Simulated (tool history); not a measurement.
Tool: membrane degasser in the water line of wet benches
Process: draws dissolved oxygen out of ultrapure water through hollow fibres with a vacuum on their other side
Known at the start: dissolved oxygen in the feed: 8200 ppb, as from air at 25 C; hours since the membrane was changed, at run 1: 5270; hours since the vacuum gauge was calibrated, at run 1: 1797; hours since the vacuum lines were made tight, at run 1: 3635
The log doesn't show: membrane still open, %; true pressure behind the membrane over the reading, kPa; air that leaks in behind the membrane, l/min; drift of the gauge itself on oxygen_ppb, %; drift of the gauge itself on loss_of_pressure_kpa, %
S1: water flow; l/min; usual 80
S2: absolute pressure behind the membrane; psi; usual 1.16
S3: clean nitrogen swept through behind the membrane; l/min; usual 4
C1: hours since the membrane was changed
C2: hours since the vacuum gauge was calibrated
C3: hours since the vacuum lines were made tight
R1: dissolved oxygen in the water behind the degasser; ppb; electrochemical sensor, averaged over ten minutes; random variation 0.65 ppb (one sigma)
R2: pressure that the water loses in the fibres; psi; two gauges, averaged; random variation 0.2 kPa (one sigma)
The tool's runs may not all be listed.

| run | hour | S1 | S2 | S3 | C1 | C2 | C3 | R1 | R2 |
|---|---|---|---|---|---|---|---|---|---|
| 1 | 0 | 80 | 1.16 | 4 | 5270 | 1797 | 3635 | 218 | 6.216 |
| 2 | 94.8 | 80 | 1.16 | 11 | 5365 | 1892 | 3730 | 90.6 | 6.208 |
| 3 | 164.2 | 80 | 1.16 | 11 | 5435 | 1962 | 3799 | 89.8 | 6.174 |
| 4 | 269.2 | 80 | 1.16 | 11 | 5540 | 2067 | 3904 | 90.3 | 6.168 |
| 5 | 374.4 | 80 | 1.16 | 4 | 5645 | 2172 | 4009 | 215.9 | 6.148 |
| 6 | 438.6 | 80 | 1.244 | 4 | 5709 | 2236 | 4073 | 240.4 | 6.151 |
| 7 | 492.4 | 80 | 1.244 | 4 | 5763 | 2290 | 4127 | 240 | 6.19 |
| 8 | 591.9 | 80 | 1.16 | 4 | 5862 | 2389 | 4227 | 216.8 | 6.206 |
| 9 | 678.8 | 80 | 1.16 | 4 | 5949 | 2476 | 4314 | 216.5 | 6.17 |
| 10 | 742.1 | 80 | 1.16 | 4 | 6012 | 2539 | 4377 | 216.2 | 6.109 |
| 11 | 811.2 | 83 | 1.16 | 4 | 6082 | 2609 | 4446 | 224 | 6.315 |
| 12 | 932.8 | 83 | 1.16 | 4 | 6203 | 2730 | 4568 | 224.4 | 6.389 |
| 13 | 1066.9 | 83 | 1.16 | 4 | 6337 | 2864 | 4702 | 222.6 | 6.398 |
| 14 | 1195 | 80 | 1.44 | 4 | 6465 | 2992 | 4830 | 295.8 | 6.063 |
| 15 | 1323.7 | 67 | 1.16 | 4 | 6594 | 3121 | 4959 | 183.2 | 5.126 |
| 16 | 1445.3 | 59 | 1.16 | 4 | 6716 | 3243 | 5080 | 162.3 | 4.496 |
| 17 | 1568.5 | 59 | 1.16 | 4 | 6839 | 3366 | 5203 | 162 | 4.435 |
| 18 | 1684.6 | 78 | 1.143 | 2.16 | 6955 | 3482 | 5319 | 341.2 | 5.939 |
| 19 | 1763.1 | 78 | 1.143 | 2.16 | 7033 | 3560 | 5398 | 340.2 | 5.986 |
| 20 | 1855.1 | 78 | 2.041 | 2.16 | 7125 | 3652 | 5490 | 749 | 5.91 |
| 21 | 1941.9 | 77 | 2.315 | 4.82 | 7212 | 3739 | 5577 | 448.2 | 5.836 |
| 22 | 2034.8 | 77 | 2.315 | 4.82 | 7305 | 3832 | 5670 | 447.6 | 5.822 |
| 23 | 2095.9 | 77 | 2.315 | 4.82 | 7366 | 3893 | 5731 | 446.4 | 5.817 |
| 24 | 2226.7 | 77 | 2.315 | 4.82 | 7497 | 4024 | 5861 | 449.7 | 5.799 |
|  | 2258.3 | seals of the vacuum lines changed |
| 25 | 2298.2 | 77 | 1.291 | 1.72 | 7567 | 4094 | 40 | 480 | 5.767 |
|  | 2357.1 | gauge calibrated |
| 26 | 2357.1 | 80 | 0.702 | 6.83 | 7625 | 4152 | 99 | 52.2 | 6.183 |
| 27 | 2425.7 | 75 | 1.437 | 4 | 7694 | 4221 | 167 | 279.8 | 5.793 |
| 28 | 2541.7 | 80 | 1.315 | 2.81 | 7810 | 4337 | 283 | 349.9 | 6.231 |
| 29 | 2616.5 | 110 | 1.315 | 3.19 | 7885 | 4412 | 358 | 419.6 | 8.504 |
| 30 | 2690.1 | 80 | 1.089 | 4 | 7958 | 4485 | 432 | 194.9 | 6.145 |
| 31 | 2794.2 | 80 | 1.16 | 10.21 | 8063 | 4590 | 536 | 96.3 | 6.157 |
| 32 | 2858.6 | 89 | 0.85 | 6.51 | 8127 | 4654 | 600 | 93.3 | 6.824 |

How the hidden state differs across the entries between the runs, from the last listed run before each to the first after it:
Between runs 24 and 25: seals of the vacuum lines changed (hour 2258.3)
  air that leaks in behind the membrane, l/min: 0.0022 -> 0.002; drift of the gauge itself on loss_of_pressure_kpa, %: -2.47 -> -2.54
  measured less the result without the state, R2: -0.142 -> -0.146 psi
Between runs 25 and 26: gauge calibrated (hour 2357.1)
  drift of the gauge itself on loss_of_pressure_kpa, %: -2.54 -> 0
  measured less the result without the state, R2: -0.146 -> +0.004 psi
